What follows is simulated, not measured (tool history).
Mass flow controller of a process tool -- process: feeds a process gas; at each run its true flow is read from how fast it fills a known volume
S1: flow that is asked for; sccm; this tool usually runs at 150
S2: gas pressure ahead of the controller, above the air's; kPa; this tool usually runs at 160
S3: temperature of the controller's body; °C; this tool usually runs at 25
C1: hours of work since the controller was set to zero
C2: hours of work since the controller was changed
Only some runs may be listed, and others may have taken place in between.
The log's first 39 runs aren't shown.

run 40 hour=2397.7 | S1=56 S2=217 S3=34 | C1=1863 C2=1863 | true_flow_(%)=98.41
run 41 hour=2476.4 | S1=56 S2=217 S3=34 | C1=1898 C2=1898 | true_flow_(%)=98.39
run 42 hour=2529.0 | S1=242 S2=151 S3=26 | C1=1922 C2=1922 | true_flow_(%)=98.49
run 43 hour=2570.3 | S1=150 S2=262 S3=25 | C1=1940 C2=1940 | true_flow_(%)=98.84
run 44 hour=2629.3 | S1=150 S2=262 S3=25 | C1=1967 C2=1967 | true_flow_(%)=98.84
run 45 hour=2677.1 | S1=150 S2=262 S3=25 | C1=1988 C2=1988 | true_flow_(%)=98.64
run 46 hour=2761.3 | S1=150 S2=262 S3=25 | C1=2026 C2=2026 | true_flow_(%)=98.75
run 47 hour=2822.9 | S1=173 S2=143 S3=37 | C1=2053 C2=2053 | true_flow_(%)=98.52
run 48 hour=2882.8 | S1=305 S2=156 S3=24 | C1=2080 C2=2080 | true_flow_(%)=98.76

Forecast each of these 4 alternatives for the next run:
run A hour=2940.0 | S1=150 S2=218 S3=23 | C1=2106 C2=2106 | true_flow_(%)=?
run B hour=2940.0 | S1=86 S2=160 S3=25 | C1=2106 C2=2106 | true_flow_(%)=?
run C hour=2940.0 | S1=61 S2=160 S3=32 | C1=2106 C2=2106 | true_flow_(%)=?
run D hour=2940.0 | S1=279 S2=156 S3=24 | C1=2106 C2=2106 | true_flow_(%)=?

run=A true_flow_(%)=98.28
run=B true_flow_(%)=97.59
run=C true_flow_(%)=98.00
run=D true_flow_(%)=98.48
What these runs would have given with no unlogged condition in the tool:
run=A true_flow_(%)=98.29
run=B true_flow_(%)=97.60
run=C true_flow_(%)=98.01
run=D true_flow_(%)=98.48
